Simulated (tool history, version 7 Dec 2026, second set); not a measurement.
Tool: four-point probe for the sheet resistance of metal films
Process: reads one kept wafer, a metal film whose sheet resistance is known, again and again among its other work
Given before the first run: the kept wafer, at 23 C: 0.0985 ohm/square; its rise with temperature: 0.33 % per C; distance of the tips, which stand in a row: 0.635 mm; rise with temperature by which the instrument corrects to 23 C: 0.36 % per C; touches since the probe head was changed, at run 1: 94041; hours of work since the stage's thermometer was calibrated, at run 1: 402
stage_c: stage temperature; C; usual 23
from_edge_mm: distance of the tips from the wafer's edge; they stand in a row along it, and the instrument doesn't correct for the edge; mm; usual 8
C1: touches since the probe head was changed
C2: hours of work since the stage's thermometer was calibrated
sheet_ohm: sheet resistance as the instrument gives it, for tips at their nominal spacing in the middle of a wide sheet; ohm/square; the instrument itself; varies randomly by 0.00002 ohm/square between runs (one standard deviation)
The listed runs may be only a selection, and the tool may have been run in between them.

run 1 day=0.000 | stage_c=23 from_edge_mm=8 | C1=94041 C2=402 | sheet_ohm=0.098379
run 2 day=1.279 | stage_c=23 from_edge_mm=8 | C1=95596 C2=420 | sheet_ohm=0.098410
run 3 day=2.146 | stage_c=23 from_edge_mm=8 | C1=96647 C2=432 | sheet_ohm=0.098412
run 4 day=3.292 | stage_c=23 from_edge_mm=8 | C1=98036 C2=448 | sheet_ohm=0.098343
run 5 day=4.067 | stage_c=23 from_edge_mm=8 | C1=98978 C2=459 | sheet_ohm=0.098391
run 6 day=4.862 | stage_c=23 from_edge_mm=8 | C1=99945 C2=470 | sheet_ohm=0.098352
run 7 day=5.808 | stage_c=23 from_edge_mm=8 | C1=101094 C2=483 | sheet_ohm=0.098359
run 8 day=7.146 | stage_c=23 from_edge_mm=31 | C1=102722 C2=502 | sheet_ohm=0.098040
run 9 day=8.504 | stage_c=23 from_edge_mm=31 | C1=104366 C2=521 | sheet_ohm=0.098018
run 10 day=9.142 | stage_c=23 from_edge_mm=50 | C1=105141 C2=530 | sheet_ohm=0.097978
run 11 day=10.208 | stage_c=23 from_edge_mm=50 | C1=106437 C2=545 | sheet_ohm=0.097970
-- day=10.371 stage's thermometer calibrated
run 12 day=10.858 | stage_c=28 from_edge_mm=6 | C1=107204 C2=7 | sheet_ohm=0.098404
run 13 day=12.071 | stage_c=33 from_edge_mm=34 | C1=108677 C2=24 | sheet_ohm=0.097724
run 14 day=13.196 | stage_c=33 from_edge_mm=8 | C1=110042 C2=40 | sheet_ohm=0.098008
run 15 day=14.150 | stage_c=27 from_edge_mm=13 | C1=111197 C2=53 | sheet_ohm=0.097940
run 16 day=15.554 | stage_c=27 from_edge_mm=13 | C1=112903 C2=73 | sheet_ohm=0.097884
run 17 day=16.258 | stage_c=34 from_edge_mm=10 | C1=113760 C2=83 | sheet_ohm=0.097823

Branching from run 17: 4 alternative next runs. What would each branch give?
run A day=17.679 | stage_c=34 from_edge_mm=3 | C1=115483 C2=103 | sheet_ohm=?
run B day=17.679 | stage_c=19 from_edge_mm=7 | C1=115483 C2=103 | sheet_ohm=?
run C day=17.679 | stage_c=23 from_edge_mm=8 | C1=115483 C2=103 | sheet_ohm=?
run D day=17.679 | stage_c=29 from_edge_mm=4 | C1=115483 C2=103 | sheet_ohm=?

run=A sheet_ohm=0.099925
run=B sheet_ohm=0.098439
run=C sheet_ohm=0.098179
run=D sheet_ohm=0.099074
Had the tool no hidden state, the same runs would have come out as:
run=A sheet_ohm=0.100560
run=B sheet_ohm=0.099068
run=C sheet_ohm=0.098805
run=D sheet_ohm=0.099705
